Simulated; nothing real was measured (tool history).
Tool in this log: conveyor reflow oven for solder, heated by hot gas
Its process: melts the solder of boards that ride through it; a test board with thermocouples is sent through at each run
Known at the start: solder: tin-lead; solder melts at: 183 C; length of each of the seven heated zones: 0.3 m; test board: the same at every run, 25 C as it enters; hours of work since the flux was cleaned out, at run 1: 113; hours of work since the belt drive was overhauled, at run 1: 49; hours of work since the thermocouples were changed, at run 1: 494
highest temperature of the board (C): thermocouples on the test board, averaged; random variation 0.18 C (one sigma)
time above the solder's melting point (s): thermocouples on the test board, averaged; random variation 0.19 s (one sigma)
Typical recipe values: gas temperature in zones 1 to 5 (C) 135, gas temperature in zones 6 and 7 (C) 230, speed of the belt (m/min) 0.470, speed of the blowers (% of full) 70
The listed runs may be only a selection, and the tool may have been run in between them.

| run | hour | gas temperature in zones 1 to 5 (C) | gas temperature in zones 6 and 7 (C) | speed of the belt (m/min) | speed of the blowers (% of full) | hours of work since the flux was cleaned out | hours of work since the belt drive was overhauled | hours of work since the thermocouples were changed | highest temperature of the board (C) | time above the solder's melting point (s) |
|---|---|---|---|---|---|---|---|---|---|---|
| 1 | 0.0 | 135 | 230 | 0.470 | 70 | 113 | 49 | 494 | 213.6 | 53.1 |
| 2 | 5.3 | 135 | 230 | 0.447 | 70 | 117 | 52 | 498 | 214.7 | 57.7 |
| 3 | 12.6 | 135 | 230 | 0.447 | 70 | 121 | 57 | 502 | 215.1 | 57.6 |
| 4 | 20.2 | 135 | 230 | 0.447 | 70 | 126 | 61 | 507 | 215.1 | 57.5 |
| 5 | 25.3 | 135 | 230 | 0.447 | 70 | 129 | 64 | 510 | 215.0 | 57.8 |
| 6 | 31.2 | 135 | 230 | 0.447 | 70 | 132 | 68 | 513 | 215.1 | 57.8 |
| 7 | 36.9 | 135 | 244 | 0.447 | 70 | 136 | 71 | 517 | 227.3 | 66.2 |
| 8 | 45.6 | 135 | 223 | 0.470 | 70 | 141 | 77 | 522 | 207.4 | 47.8 |
| 9 | 50.5 | 135 | 230 | 0.470 | 70 | 144 | 80 | 525 | 213.5 | 53.0 |
| 10 | 54.8 | 135 | 230 | 0.470 | 70 | 146 | 82 | 528 | 213.3 | 53.1 |
| 11 | 60.5 | 135 | 230 | 0.470 | 70 | 150 | 86 | 531 | 213.6 | 53.0 |
| 12 | 65.0 | 135 | 230 | 0.470 | 54 | 153 | 88 | 534 | 209.1 | 47.5 |
| 13 | 75.0 | 135 | 230 | 0.470 | 70 | 159 | 94 | 540 | 213.1 | 53.1 |
| 14 | 82.7 | 135 | 230 | 0.470 | 70 | 163 | 99 | 544 | 213.5 | 53.3 |
| 15 | 89.9 | 135 | 230 | 0.470 | 70 | 168 | 103 | 549 | 213.6 | 53.2 |
| 16 | 98.6 | 135 | 230 | 0.470 | 68 | 173 | 109 | 554 | 213.3 | 52.8 |
| 17 | 104.3 | 135 | 226 | 0.535 | 70 | 176 | 112 | 557 | 206.0 | 39.7 |
| 18 | 108.9 | 141 | 241 | 0.470 | 70 | 179 | 115 | 560 | 224.3 | 63.0 |
| 19 | 117.1 | 141 | 241 | 0.470 | 70 | 184 | 120 | 565 | 224.1 | 63.2 |
| 20 | 126.6 | 141 | 241 | 0.470 | 70 | 190 | 125 | 571 | 223.9 | 62.8 |
| 21 | 132.6 | 141 | 241 | 0.470 | 70 | 193 | 129 | 575 | 224.0 | 63.0 |
| 22 | 136.9 | 135 | 241 | 0.470 | 55 | 196 | 132 | 577 | 218.3 | 56.2 |
| 23 | 144.4 | 135 | 230 | 0.470 | 63 | 201 | 136 | 582 | 211.9 | 51.0 |
| 24 | 153.6 | 135 | 230 | 0.470 | 63 | 206 | 142 | 587 | 211.5 | 51.3 |
| 25 | 158.7 | 135 | 230 | 0.471 | 53 | 209 | 145 | 590 | 208.4 | 47.0 |
| 26 | 166.1 | 135 | 223 | 0.395 | 53 | 214 | 149 | 595 | 208.6 | 58.3 |
| 27 | 175.7 | 141 | 230 | 0.470 | 70 | 219 | 155 | 600 | 214.4 | 56.4 |
| 28 | 184.6 | 141 | 226 | 0.405 | 89 | 225 | 160 | 606 | 217.9 | 70.6 |
| 29 | 190.0 | 130 | 223 | 0.405 | 89 | 228 | 164 | 609 | 214.1 | 63.6 |
| 30 | 199.8 | 149 | 232 | 0.470 | 70 | 234 | 170 | 615 | 217.7 | 61.9 |
| 31 | 209.6 | 149 | 225 | 0.470 | 75 | 240 | 176 | 621 | 212.8 | 58.5 |
| 32 | 213.9 | 124 | 224 | 0.436 | 70 | 242 | 178 | 624 | 208.8 | 49.7 |

Consider 3 possible next runs. They are alternatives, not a sequence: every one starts from the tool as it was left by run 32. What does each give?
| A | 219.1 | 122 | 237 | 0.436 | 67 | 246 | 181 | 627 | ? | ? |
| B | 219.1 | 143 | 224 | 0.436 | 67 | 246 | 181 | 627 | ? | ? |
| C | 219.1 | 124 | 237 | 0.389 | 70 | 246 | 181 | 627 | ? | ? |

| run | highest temperature of the board (C) | time above the solder's melting point (s) |
|---|---|---|
| A | 219.1 | 58.3 |
| B | 211.1 | 58.8 |
| C | 223.7 | 70.7 |
Had the tool no hidden state, the same runs would have come out as:
| run | highest temperature of the board (C) | time above the solder's melting point (s) |
|---|---|---|
| A | 219.1 | 58.3 |
| B | 211.1 | 58.7 |
| C | 223.6 | 70.6 |
